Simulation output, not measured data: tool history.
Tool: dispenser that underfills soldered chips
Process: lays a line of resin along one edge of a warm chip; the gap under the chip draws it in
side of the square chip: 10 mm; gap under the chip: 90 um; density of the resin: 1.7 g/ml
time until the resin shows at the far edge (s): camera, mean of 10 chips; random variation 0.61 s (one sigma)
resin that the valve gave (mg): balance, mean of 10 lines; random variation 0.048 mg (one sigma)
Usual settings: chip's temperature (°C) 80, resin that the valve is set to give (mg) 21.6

| run | hour | chip's temperature (°C) | resin that the valve is set to give (mg) | time until the resin shows at the far edge (s) | resin that the valve gave (mg) |
|---|---|---|---|---|---|
| 1 | 0 | 80 | 21.6 | 90.6 | 21.45 |
| 2 | 11.6 | 80 | 21.6 | 70.8 | 21.47 |
| 3 | 19.8 | 80 | 21.6 | 100.9 | 21.22 |
| 4 | 31.9 | 80 | 21.6 | 79.8 | 21.22 |
| 5 | 38.6 | 80 | 21.6 | 107.7 | 21.17 |
| 6 | 45.9 | 80 | 21.6 | 68.2 | 21.07 |
| 7 | 52.6 | 80 | 21.6 | 93.4 | 20.89 |
| 8 | 64.4 | 80 | 21.6 | 71.4 | 20.86 |
| 9 | 71.7 | 80 | 21.6 | 99.2 | 20.86 |
| 10 | 79.2 | 80 | 21.6 | 66.7 | 20.84 |
| 11 | 84.9 | 79 | 21.6 | 89 | 20.73 |
| 12 | 94.6 | 79 | 21.6 | 61.8 | 20.74 |
| 13 | 101.1 | 80 | 21.6 | 74.8 | 21.6 |
| 14 | 112.8 | 80 | 21.6 | 57.3 | 21.53 |
| 15 | 119 | 80 | 21.6 | 77 | 21.39 |
| 16 | 125 | 80 | 21.6 | 99.5 | 21.41 |
| 17 | 130.4 | 95 | 21.6 | 31.1 | 21.43 |
| 18 | 137.2 | 95 | 26.4 | 40.9 | 26.04 |
| 19 | 146.5 | 76 | 26.8 | 63.8 | 26.3 |
| 20 | 151.5 | 76 | 26.8 | 80.6 | 26.43 |
| 21 | 161.3 | 69 | 27 | 173.9 | 26.43 |
| 22 | 171.2 | 75 | 27.6 | 92.8 | 26.97 |
| 23 | 179.4 | 92 | 22.8 | 64.7 | 22.18 |
| 24 | 189.4 | 92 | 22.8 | 45.9 | 22.1 |
| 25 | 197.2 | 92 | 22.8 | 64.6 | 22.13 |
| 26 | 207.6 | 90 | 22 | 52.9 | 21.19 |
| 27 | 213.1 | 90 | 22 | 66.9 | 21.22 |
| 28 | 218.2 | 80 | 22.9 | 60.9 | 21.99 |
| 29 | 230.3 | 80 | 22.9 | 97.5 | 22.85 |
| 30 | 240.4 | 80 | 22.9 | 69.9 | 22.8 |
| 31 | 252.6 | 88 | 21.2 | 40.5 | 20.97 |
| 32 | 263.6 | 74 | 25.8 | 117.5 | 25.44 |
| 33 | 269.2 | 80 | 26.5 | 113.7 | 26.09 |
| 34 | 279.4 | 80 | 26.5 | 82.4 | 25.97 |
| 35 | 287.9 | 85 | 23.1 | 44.6 | 22.62 |

Not shown: 19 entries that the log had between the listed runs. Between which runs, and how does the tool's hidden state differ before and after?
Between runs 1 and 2: new syringe of resin (hour 5.7)
  resin's viscosity, % of fresh resin's: 168.6 -> 129.7; dose that the valve gives, % of what is set: 99.06 -> 98.7; true chip temperature over the reading, C: -0.33 -> -0.38
  measured less the result without the state, time until the resin shows at the far edge (s): +37.8 -> +17.2; resin that the valve gave (mg): -0.2 -> -0.28
Between runs 3 and 4: new syringe of resin (hour 23.1)
  resin's viscosity, % of fresh resin's: 187 -> 146.4; dose that the valve gives, % of what is set: 98.42 -> 98.01; true chip temperature over the reading, C: -0.42 -> -0.46
  measured less the result without the state, time until the resin shows at the far edge (s): +47.9 -> +26.5; resin that the valve gave (mg): -0.34 -> -0.43
Between runs 5 and 6: new syringe of resin (hour 40.6)
  resin's viscosity, % of fresh resin's: 197.6 -> 125.9; dose that the valve gives, % of what is set: 97.77 -> 97.56; true chip temperature over the reading, C: -0.5 -> -0.53
  measured less the result without the state, time until the resin shows at the far edge (s): +54.8 -> +15.6; resin that the valve gave (mg): -0.49 -> -0.53
Between runs 7 and 8: new syringe of resin (hour 58.2)
  resin's viscosity, % of fresh resin's: 170 -> 132.4; dose that the valve gives, % of what is set: 97.34 -> 96.95; true chip temperature over the reading, C: -0.56 -> -0.61
  measured less the result without the state, time until the resin shows at the far edge (s): +40.4 -> +19.4; resin that the valve gave (mg): -0.57 -> -0.66
Between runs 9 and 10: new syringe of resin (hour 75.3)
  resin's viscosity, % of fresh resin's: 182.8 -> 118.4; dose that the valve gives, % of what is set: 96.71 -> 96.44; true chip temperature over the reading, C: -0.64 -> -0.67
  measured less the result without the state, time until the resin shows at the far edge (s): +47.1 -> +12.5; resin that the valve gave (mg): -0.71 -> -0.77
Between runs 11 and 12: new syringe of resin (hour 93)
  resin's viscosity, % of fresh resin's: 152.4 -> 107; dose that the valve gives, % of what is set: 96.26 -> 95.97; true chip temperature over the reading, C: -0.7 -> -0.75
  measured less the result without the state, time until the resin shows at the far edge (s): +33 -> +6.4; resin that the valve gave (mg): -0.81 -> -0.88
Between runs 12 and 13: dispensing valve cleaned and set on the balance (hour 99.9)
  resin's viscosity, % of fresh resin's: 107 -> 136.9; dose that the valve gives, % of what is set: 95.97 -> 99.94; true chip temperature over the reading, C: -0.75 -> -0.77
  measured less the result without the state, time until the resin shows at the far edge (s): +6.4 -> +22.1; resin that the valve gave (mg): -0.88 -> -0.02
Between runs 13 and 14: new syringe of resin (hour 111.8)
  resin's viscosity, % of fresh resin's: 136.9 -> 105; dose that the valve gives, % of what is set: 99.94 -> 99.55; true chip temperature over the reading, C: -0.77 -> -0.82
  measured less the result without the state, time until the resin shows at the far edge (s): +22.1 -> +4.7; resin that the valve gave (mg): -0.02 -> -0.1
Between runs 16 and 17: new syringe of resin (hour 129.1)
  resin's viscosity, % of fresh resin's: 180.8 -> 105.7; dose that the valve gives, % of what is set: 99.13 -> 98.97; true chip temperature over the reading, C: -0.88 -> -0.9
  measured less the result without the state, time until the resin shows at the far edge (s): +46.6 -> +2.8; resin that the valve gave (mg): -0.18 -> -0.22
Between runs 18 and 19: new syringe of resin (hour 146.5)
  resin's viscosity, % of fresh resin's: 143.1 -> 99.9; dose that the valve gives, % of what is set: 98.75 -> 98.46; true chip temperature over the reading, C: -0.93 -> -0.97
  measured less the result without the state, time until the resin shows at the far edge (s): +13.4 -> +2.8; resin that the valve gave (mg): -0.33 -> -0.42
Between runs 21 and 22: new syringe of resin (hour 164.2)
  resin's viscosity, % of fresh resin's: 193.4 -> 136.6; dose that the valve gives, % of what is set: 97.96 -> 97.63; true chip temperature over the reading, C: -1.04 -> -1.08
  measured less the result without the state, time until the resin shows at the far edge (s): +88.5 -> +28.3; resin that the valve gave (mg): -0.55 -> -0.65
Between runs 23 and 24: new syringe of resin (hour 181.8)
  resin's viscosity, % of fresh resin's: 196.8 -> 138.3; dose that the valve gives, % of what is set: 97.36 -> 97.04; true chip temperature over the reading, C: -1.12 -> -1.16
  measured less the result without the state, time until the resin shows at the far edge (s): +33.3 -> +14.3; resin that the valve gave (mg): -0.61 -> -0.67
Between runs 25 and 26: new syringe of resin (hour 199)
  resin's viscosity, % of fresh resin's: 195.7 -> 146.7; dose that the valve gives, % of what is set: 96.79 -> 96.45; true chip temperature over the reading, C: -1.2 -> -1.24
  measured less the result without the state, time until the resin shows at the far edge (s): +33.5 -> +18.7; resin that the valve gave (mg): -0.73 -> -0.78
Between runs 27 and 28: new syringe of resin (hour 216.4)
  resin's viscosity, % of fresh resin's: 187.4 -> 108.2; dose that the valve gives, % of what is set: 96.28 -> 96.12; true chip temperature over the reading, C: -1.26 -> -1.28
  measured less the result without the state, time until the resin shows at the far edge (s): +33.4 -> +8.2; resin that the valve gave (mg): -0.82 -> -0.88
Between runs 28 and 29: dispensing valve cleaned and set on the balance (hour 228.1)
  resin's viscosity, % of fresh resin's: 108.2 -> 177.3; dose that the valve gives, % of what is set: 96.12 -> 99.79; true chip temperature over the reading, C: -1.28 -> -1.34
  measured less the result without the state, time until the resin shows at the far edge (s): +8.2 -> +45.5; resin that the valve gave (mg): -0.88 -> -0.04
Between runs 29 and 30: new syringe of resin (hour 235.2)
  resin's viscosity, % of fresh resin's: 177.3 -> 127; dose that the valve gives, % of what is set: 99.79 -> 99.45; true chip temperature over the reading, C: -1.34 -> -1.38
  measured less the result without the state, time until the resin shows at the far edge (s): +45.5 -> +18.1; resin that the valve gave (mg): -0.04 -> -0.12
Between runs 30 and 31: new syringe of resin (hour 252.6)
  resin's viscosity, % of fresh resin's: 127 -> 100; dose that the valve gives, % of what is set: 99.45 -> 99.06; true chip temperature over the reading, C: -1.38 -> -1.43
  measured less the result without the state, time until the resin shows at the far edge (s): +18.1 -> +2.5; resin that the valve gave (mg): -0.12 -> -0.2
Between runs 33 and 34: new syringe of resin (hour 270.5)
  resin's viscosity, % of fresh resin's: 209.2 -> 149.8; dose that the valve gives, % of what is set: 98.54 -> 98.21; true chip temperature over the reading, C: -1.51 -> -1.55
  measured less the result without the state, time until the resin shows at the far edge (s): +63.2 -> +31.1; resin that the valve gave (mg): -0.38 -> -0.48
Between runs 34 and 35: new syringe of resin (hour 287.5)
  resin's viscosity, % of fresh resin's: 149.8 -> 100; dose that the valve gives, % of what is set: 98.21 -> 97.93; true chip temperature over the reading, C: -1.55 -> -1.59
  measured less the result without the state, time until the resin shows at the far edge (s): +31.1 -> +3.1; resin that the valve gave (mg): -0.48 -> -0.48
